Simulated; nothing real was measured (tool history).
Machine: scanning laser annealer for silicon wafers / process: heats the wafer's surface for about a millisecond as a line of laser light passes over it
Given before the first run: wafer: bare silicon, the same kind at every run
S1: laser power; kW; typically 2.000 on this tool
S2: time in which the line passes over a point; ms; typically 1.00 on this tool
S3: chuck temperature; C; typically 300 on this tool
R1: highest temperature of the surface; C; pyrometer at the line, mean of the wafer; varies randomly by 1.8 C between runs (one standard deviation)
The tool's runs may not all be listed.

run,day,S1,S2,S3,R1
1,0.000,2.000,1.00,300,979
2,1.133,2.000,1.00,300,976
3,1.817,2.000,1.00,300,978
4,2.783,2.000,0.95,300,958
5,3.971,2.000,0.70,300,877
6,5.158,2.000,0.99,300,968
7,6.517,1.708,1.00,300,875
8,7.879,1.708,1.00,300,876
# day 8.625: window over the wafer cleaned
9,9.038,1.708,1.00,300,903
10,10.292,2.000,0.77,300,928
11,10.938,2.000,1.00,300,1001
12,11.533,2.000,1.00,321,1021
13,12.633,2.000,1.00,276,974
14,13.296,2.000,1.00,300,998
15,14.042,2.000,1.00,300,997
16,15.462,2.000,1.00,300,995
17,16.550,2.000,1.00,268,961
18,17.379,2.191,1.00,300,1055
19,18.112,2.191,1.00,300,1059
20,19.379,2.191,1.00,300,1055
21,19.996,2.000,1.00,265,952
22,21.129,2.149,1.00,300,1035
23,21.742,2.149,1.00,305,1040
24,22.912,2.149,1.00,305,1041
# day 23.304: optics aligned, line set to its width
25,23.933,2.163,1.00,300,1048
26,24.546,1.813,0.76,300,861
27,25.646,2.091,0.76,265,905
28,26.450,1.797,1.13,265,921
29,27.779,1.797,1.13,265,923
30,28.804,1.797,1.13,287,939
31,29.950,1.797,1.13,287,939
32,31.346,1.736,1.13,328,955
33,32.092,1.868,0.84,272,866
34,33.450,1.792,0.93,306,905
35,34.858,1.792,0.73,266,802

For run 36, what comes out?
36,36.221,1.792,0.73,266,?

R1: 801 C
Minus the tool's unlogged condition, the same run would have read R1 825 C.
